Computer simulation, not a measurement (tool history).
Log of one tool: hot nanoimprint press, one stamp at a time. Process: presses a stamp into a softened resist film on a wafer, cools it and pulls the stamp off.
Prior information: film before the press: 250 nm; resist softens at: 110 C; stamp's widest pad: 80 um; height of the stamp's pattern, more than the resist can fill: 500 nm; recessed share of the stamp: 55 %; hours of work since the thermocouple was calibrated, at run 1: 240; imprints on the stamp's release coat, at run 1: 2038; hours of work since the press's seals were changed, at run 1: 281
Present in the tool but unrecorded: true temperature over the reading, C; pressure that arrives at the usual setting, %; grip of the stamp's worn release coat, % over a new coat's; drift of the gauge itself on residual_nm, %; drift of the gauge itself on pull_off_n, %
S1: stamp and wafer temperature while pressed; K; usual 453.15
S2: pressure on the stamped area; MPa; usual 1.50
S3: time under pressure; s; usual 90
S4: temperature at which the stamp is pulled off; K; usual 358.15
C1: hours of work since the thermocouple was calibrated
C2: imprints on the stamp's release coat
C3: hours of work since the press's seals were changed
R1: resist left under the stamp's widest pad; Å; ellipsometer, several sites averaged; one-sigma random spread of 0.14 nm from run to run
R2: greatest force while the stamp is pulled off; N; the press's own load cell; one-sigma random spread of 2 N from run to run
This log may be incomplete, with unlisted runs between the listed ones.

run	hour	S1	S2	S3	S4	C1	C2	C3	R1	R2
1	0.0	453.15	1.50	90	358.15	240	2038	281	966	231
2	12.4	453.15	1.50	90	358.15	248	2082	288	966	235
3	32.6	453.15	1.50	90	358.15	261	2156	301	967	229
4	48.6	453.15	1.50	46	358.15	271	2213	311	1241	232
5	69.6	453.15	1.50	90	358.15	284	2290	324	964	236
# hour 78.5: stamp cleaned and given a new release coat
6	91.3	453.15	1.50	90	358.15	294	46	334	966	231
7	107.4	463.15	1.50	90	358.15	304	105	345	663	231
8	116.5	453.15	1.50	90	358.15	310	137	350	965	230
9	134.0	453.15	1.50	90	358.15	321	201	361	967	234
# hour 149.5: plate thermocouple calibrated
10	154.4	453.15	1.03	90	358.15	3	264	372	1151	233
11	170.7	453.15	1.03	90	358.15	13	323	383	1154	232
12	182.0	453.15	1.03	90	358.15	21	364	390	1151	232
13	194.2	453.15	1.03	90	358.15	28	408	397	1153	233
14	207.3	453.15	1.50	90	358.15	36	455	406	966	233
15	220.3	453.15	1.50	90	358.15	45	502	414	963	233
16	229.9	453.15	1.50	90	358.15	51	537	420	966	234
17	249.0	457.15	1.68	52	343.15	63	606	432	975	259
18	264.0	457.15	1.57	88	343.15	72	660	442	817	263
19	283.4	457.15	1.17	147	361.15	85	730	454	769	228
20	293.9	453.15	1.92	58	358.15	91	768	460	1020	234
21	312.7	451.15	1.50	90	358.15	103	836	472	1044	234
22	326.7	462.15	1.05	78	348.15	112	887	481	874	255
23	339.0	462.15	1.05	78	348.15	120	932	489	876	254
24	355.0	453.15	1.50	76	345.15	130	989	499	1030	258
25	369.0	453.15	1.50	76	345.15	139	1040	508	1031	257
26	382.7	451.15	1.34	90	359.15	147	1090	516	1099	234
27	393.0	463.15	1.50	103	345.15	154	1127	523	625	257
28	412.4	463.15	1.50	103	345.15	166	1197	535	627	259
29	428.3	453.15	1.50	112	358.15	176	1255	545	884	235

Predict each of these 4 candidate next runs independently; none follows another, all start after run 29:
A	447.3	453.15	1.50	112	360.15	188	1323	557	?	?
B	447.3	453.15	1.50	127	359.15	188	1323	557	?	?
C	447.3	458.15	1.50	112	364.15	188	1323	557	?	?
D	447.3	453.15	1.50	116	362.15	188	1323	557	?	?

run	R1	R2
A	886	228
B	841	232
C	728	222
D	873	225
Without the tool's hidden state the same runs would have given:
run	R1	R2
A	886	228
B	841	231
C	728	221
D	873	224
